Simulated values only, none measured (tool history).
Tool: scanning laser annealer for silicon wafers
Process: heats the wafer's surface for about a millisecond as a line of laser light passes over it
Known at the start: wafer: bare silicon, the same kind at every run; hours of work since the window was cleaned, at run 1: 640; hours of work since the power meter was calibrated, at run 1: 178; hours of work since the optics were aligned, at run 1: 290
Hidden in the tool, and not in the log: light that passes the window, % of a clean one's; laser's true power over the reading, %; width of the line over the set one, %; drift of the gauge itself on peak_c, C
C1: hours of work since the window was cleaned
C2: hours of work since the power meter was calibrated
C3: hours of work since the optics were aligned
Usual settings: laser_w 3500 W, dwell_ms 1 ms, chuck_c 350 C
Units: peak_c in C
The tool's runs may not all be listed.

run 1 hour=0 | laser_w=3500 dwell_ms=1 chuck_c=350 | C1=640 C2=178 C3=290 | peak_c=1148
run 2 hour=6.9 | laser_w=3500 dwell_ms=1 chuck_c=350 | C1=643 C2=181 C3=294 | peak_c=1148
run 3 hour=16.6 | laser_w=3072 dwell_ms=1 chuck_c=350 | C1=648 C2=186 C3=298 | peak_c=1056
run 4 hour=26 | laser_w=3500 dwell_ms=1 chuck_c=328 | C1=652 C2=190 C3=302 | peak_c=1126
run 5 hour=36.4 | laser_w=3500 dwell_ms=1 chuck_c=328 | C1=656 C2=195 C3=307 | peak_c=1125
run 6 hour=44 | laser_w=3500 dwell_ms=1 chuck_c=328 | C1=660 C2=198 C3=310 | peak_c=1125
run 7 hour=51.1 | laser_w=3500 dwell_ms=1 chuck_c=350 | C1=663 C2=201 C3=313 | peak_c=1147
run 8 hour=55.8 | laser_w=3500 dwell_ms=1 chuck_c=350 | C1=665 C2=203 C3=316 | peak_c=1152
run 9 hour=65.9 | laser_w=3500 dwell_ms=1 chuck_c=350 | C1=670 C2=208 C3=320 | peak_c=1148
run 10 hour=72.7 | laser_w=3004 dwell_ms=1.03 chuck_c=387 | C1=673 C2=211 C3=323 | peak_c=1094
run 11 hour=79.2 | laser_w=3500 dwell_ms=0.8 chuck_c=350 | C1=676 C2=214 C3=326 | peak_c=1049
run 12 hour=86.8 | laser_w=3500 dwell_ms=0.8 chuck_c=350 | C1=679 C2=217 C3=330 | peak_c=1048
run 13 hour=94.5 | laser_w=3500 dwell_ms=1.2 chuck_c=310 | C1=683 C2=221 C3=333 | peak_c=1197
run 14 hour=105.1 | laser_w=3500 dwell_ms=1.2 chuck_c=310 | C1=687 C2=226 C3=338 | peak_c=1195
run 15 hour=114.6 | laser_w=3019 dwell_ms=1.03 chuck_c=350 | C1=692 C2=230 C3=342 | peak_c=1057

4 ways to go on from here, each from the tool as it stands after run 15. What would each give?
-- hour=118.6 window over the wafer cleaned
run A hour=127.4 | laser_w=3459 dwell_ms=0.94 chuck_c=332 | C1=4 C2=235 C3=347 | peak_c=?
-- hour=118.6 window over the wafer cleaned
run B hour=127.4 | laser_w=3019 dwell_ms=0.72 chuck_c=389 | C1=4 C2=235 C3=347 | peak_c=?
-- hour=118.6 window over the wafer cleaned
run C hour=127.4 | laser_w=3500 dwell_ms=0.8 chuck_c=313 | C1=4 C2=235 C3=347 | peak_c=?
-- hour=118.6 window over the wafer cleaned
run D hour=127.4 | laser_w=3127 dwell_ms=0.73 chuck_c=350 | C1=4 C2=235 C3=347 | peak_c=?

run=A peak_c=1095
run=B peak_c=961
run=C peak_c=1011
run=D peak_c=946
Without the tool's hidden state the same runs would have given:
run=A peak_c=1095
run=B peak_c=961
run=C peak_c=1011
run=D peak_c=947

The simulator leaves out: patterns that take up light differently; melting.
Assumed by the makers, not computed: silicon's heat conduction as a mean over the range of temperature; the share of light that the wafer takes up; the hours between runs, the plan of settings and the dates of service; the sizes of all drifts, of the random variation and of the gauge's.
